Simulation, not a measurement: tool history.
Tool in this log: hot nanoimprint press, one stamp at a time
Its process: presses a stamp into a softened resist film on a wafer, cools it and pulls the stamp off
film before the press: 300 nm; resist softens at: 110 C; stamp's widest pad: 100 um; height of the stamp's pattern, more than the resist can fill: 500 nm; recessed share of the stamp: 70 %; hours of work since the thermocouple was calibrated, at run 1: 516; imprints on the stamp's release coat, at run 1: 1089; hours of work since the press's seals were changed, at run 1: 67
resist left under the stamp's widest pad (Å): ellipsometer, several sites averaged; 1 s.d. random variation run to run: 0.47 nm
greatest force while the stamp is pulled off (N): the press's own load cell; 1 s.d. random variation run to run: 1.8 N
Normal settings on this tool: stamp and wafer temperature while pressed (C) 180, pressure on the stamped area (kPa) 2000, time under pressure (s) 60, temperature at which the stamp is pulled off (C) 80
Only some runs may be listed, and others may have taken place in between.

run   hour  stamp and wafer temperature while pressed (C)  pressure on the stamped area (kPa)  time under pressure (s)  temperature at which the stamp is pulled off (C)  hours of work since the thermocouple was calibrated  imprints on the stamp's release coat  hours of work since the press's seals were changed  resist left under the stamp's widest pad (Å)  greatest force while the stamp is pulled off (N)
  1      0                                            180                                2000                       60                                                80                                                  516                                  1089                                                  67                                          1311                                               163
  2    7.6                                            180                                2000                       60                                                67                                                  520                                  1108                                                  71                                          1314                                               225
  3   17.1                                            189                                2000                       60                                                80                                                  524                                  1132                                                  76                                           974                                               163
  4   22.1                                            180                                2000                       60                                                80                                                  527                                  1144                                                  78                                          1308                                               163
  5   32.9                                            180                                2000                       60                                                80                                                  532                                  1172                                                  83                                          1307                                               165
  6   41.7                                            180                                2000                       60                                                80                                                  536                                  1194                                                  87                                          1313                                               164
  7   47.3                                            180                                2000                       60                                                80                                                  539                                  1208                                                  90                                          1310                                               165
  8   52.1                                            180                                2000                       60                                                80                                                  541                                  1220                                                  92                                          1311                                               164
  9   62.3                                            180                                2000                       60                                                80                                                  546                                  1246                                                  97                                          1308                                               167
 10   69.3                                            180                                2000                       60                                                80                                                  549                                  1264                                                 100                                          1318                                               166
 11     76                                            180                                2000                       60                                                80                                                  552                                  1280                                                 104                                          1298                                               168
 12   80.8                                            180                                2000                       60                                                80                                                  554                                  1293                                                 106                                          1302                                               168
 13   86.8                                            180                                2000                       54                                                80                                                  557                                  1308                                                 109                                          1363                                               166
 14   96.8                                            173                                2000                       60                                                80                                                  562                                  1333                                                 113                                          1636                                               168
 15    107                                            173                                2000                       60                                                80                                                  567                                  1359                                                 118                                          1642                                               170
 16  115.9                                            176                                2000                       46                                                86                                                  571                                  1381                                                 122                                          1640                                               139
 17  126.6                                            176                                2000                       46                                                86                                                  576                                  1408                                                 128                                          1645                                               137
 18  132.5                                            177                                2000                       38                                                86                                                  579                                  1423                                                 130                                          1694                                               139
     141.3  -- plate thermocouple calibrated
 19  141.8                                            177                                2000                       38                                                86                                                    0                                  1439                                                 133                                          1830                                               155
 20    152                                            171                                2940                       44                                                75                                                    5                                  1465                                                 138                                          1839                                               205
 21  159.4                                            171                                2940                       33                                                76                                                    9                                  1483                                                 142                                          2007                                               205
 22  165.8                                            178                                2940                       35                                                76                                                   12                                  1499                                                 145                                          1602                                               201
 23  171.1                                            180                                3120                       39                                                74                                                   14                                  1513                                                 147                                          1412                                               213
 24  178.2                                            180                                3120                       39                                                74                                                   18                                  1531                                                 151                                          1411                                               215
 25    183                                            180                                1740                       60                                                80                                                   20                                  1543                                                 153                                          1511                                               189
 26  189.7                                            183                                2000                       37                                                84                                                   23                                  1560                                                 156                                          1549                                               162
 27  200.2                                            185                                2000                       60                                                80                                                   28                                  1586                                                 161                                          1202                                               182
 28  209.1                                            180                                2000                       60                                                75                                                   32                                  1609                                                 165                                          1426                                               205
 29    217                                            190                                2000                       70                                                75                                                   36                                  1628                                                 169                                           954                                               209

4 ways to go on from here, each from the tool as it stands after run 29. What would each give?
  A  222.9                                            180                                3190                       60                                                80                                                   39                                  1643                                                 172                                             ?                                                 ?
  B  222.9                                            181                                2000                       70                                                75                                                   39                                  1643                                                 172                                             ?                                                 ?
  C  222.9                                            190                                2350                       41                                                73                                                   39                                  1643                                                 172                                             ?                                                 ?
  D  222.9                                            190                                2000                       70                                                84                                                   39                                  1643                                                 172                                             ?                                                 ?

run  resist left under the stamp's widest pad (Å)  greatest force while the stamp is pulled off (N)
  A                                          1178                                               183
  B                                          1298                                               209
  C                                          1126                                               217
  D                                           954                                               168
Stripped of hidden state, with their random variation kept, the same runs would have yielded:
run  resist left under the stamp's widest pad (Å)  greatest force while the stamp is pulled off (N)
  A                                          1168                                               155
  B                                          1293                                               178
  C                                          1119                                               184
  D                                           949                                               142

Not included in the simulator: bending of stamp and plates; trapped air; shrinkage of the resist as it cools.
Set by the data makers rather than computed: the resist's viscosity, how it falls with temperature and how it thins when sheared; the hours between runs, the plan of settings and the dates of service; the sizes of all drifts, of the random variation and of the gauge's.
